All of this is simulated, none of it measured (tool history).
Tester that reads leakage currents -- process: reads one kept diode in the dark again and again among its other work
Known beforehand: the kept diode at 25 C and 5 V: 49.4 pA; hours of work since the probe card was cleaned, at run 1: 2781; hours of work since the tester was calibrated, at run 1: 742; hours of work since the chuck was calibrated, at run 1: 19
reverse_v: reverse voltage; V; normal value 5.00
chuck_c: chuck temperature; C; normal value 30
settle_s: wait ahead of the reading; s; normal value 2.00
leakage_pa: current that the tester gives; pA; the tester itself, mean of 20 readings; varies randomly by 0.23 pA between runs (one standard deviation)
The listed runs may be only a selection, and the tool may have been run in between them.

run     day  reverse_v  chuck_c  settle_s  hours of work since the probe card was cleaned  hours of work since the tester was calibrated  hours of work since the chuck was calibrated  leakage_pa
  1   0.000       5.00       30      2.00                                            2781                                            742                                            19       87.42
  2   4.221       5.00       30      2.00                                            2828                                            789                                            66       87.01
  3  10.275       5.00       30      2.00                                            2896                                            857                                           134       86.97
  4  15.738       5.00       30      2.00                                            2957                                            918                                           195       86.81
  5  23.700       5.00       30      2.00                                            3046                                           1007                                           284       86.95
  6  33.421       2.91       30      2.00                                            3155                                           1116                                           393       69.08
  7  38.188       1.46       25      0.40                                            3208                                           1170                                           446       36.42
     42.304  -- probe card cleaned and baked
  8  42.304       4.47       33      2.00                                               0                                           1214                                           491       88.23
  9  50.542       1.44       30      8.81                                              92                                           1307                                           583       47.39
 10  55.450      12.62       49      0.72                                             147                                           1361                                           638      416.09
 11  60.529       7.14       37      7.71                                             204                                           1418                                           695      140.04
     63.979  -- chuck's temperature calibrated
 12  68.962       7.14       33      8.39                                             297                                           1512                                            56      109.47

Alternative continuations, all from the tool just after run 12; predict every row:
  A  74.854       3.20       33      8.39                                             363                                           1578                                           122           ?
  B  74.854       7.14       25      3.65                                             363                                           1578                                           122           ?
  C  74.854       7.14       33      4.28                                             363                                           1578                                           122           ?
  D  74.854      15.29       30      2.00                                             363                                           1578                                           122           ?

run  leakage_pa
  A       83.12
  B       58.89
  C      109.27
  D      114.86
Without the tool's unlogged condition, the same runs would have read:
run  leakage_pa
  A       81.86
  B       56.47
  C      106.71
  D      109.71
